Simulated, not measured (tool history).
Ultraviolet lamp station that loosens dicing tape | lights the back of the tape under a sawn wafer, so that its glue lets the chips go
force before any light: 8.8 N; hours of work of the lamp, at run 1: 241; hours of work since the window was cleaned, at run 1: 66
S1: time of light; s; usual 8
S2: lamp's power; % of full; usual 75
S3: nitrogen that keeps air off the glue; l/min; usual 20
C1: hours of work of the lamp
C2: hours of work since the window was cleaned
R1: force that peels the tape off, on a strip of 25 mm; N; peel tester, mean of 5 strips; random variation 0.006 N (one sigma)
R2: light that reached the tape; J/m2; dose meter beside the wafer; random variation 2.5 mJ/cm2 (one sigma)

run	hour	S1	S2	S3	C1	C2	R1	R2
1	0	8	75	20	241	66	0.159	2890
2	10.2	8	75	20	246	70	0.165	2890
3	26.1	8	75	20	253	78	0.162	2890
4	45.6	8	75	20	262	87	0.155	2880
5	64.1	8	75	20	271	95	0.167	2880
6	79.8	8	96	20	278	103	0.098	3700
7	90.3	8	74	20	283	107	0.167	2860
8	109.6	8	74	20	292	116	0.171	2850
9	126.9	8	74	20	300	124	0.158	2860
10	135.2	5	63	9	304	128	1.231	1510
11	148	7	61	7	310	134	0.746	2040

Forecast each of these 3 alternatives for the next run:
A	157.1	5	84	31	314	138	?	?
B	157.1	11	65	26	314	138	?	?
C	157.1	7	93	7	314	138	?	?

run	R1	R2
A	0.338	1980
B	0.104	3440
C	0.268	3100
Without the tool's hidden state the same runs would have given:
run	R1	R2
A	0.337	1990
B	0.104	3450
C	0.266	3110
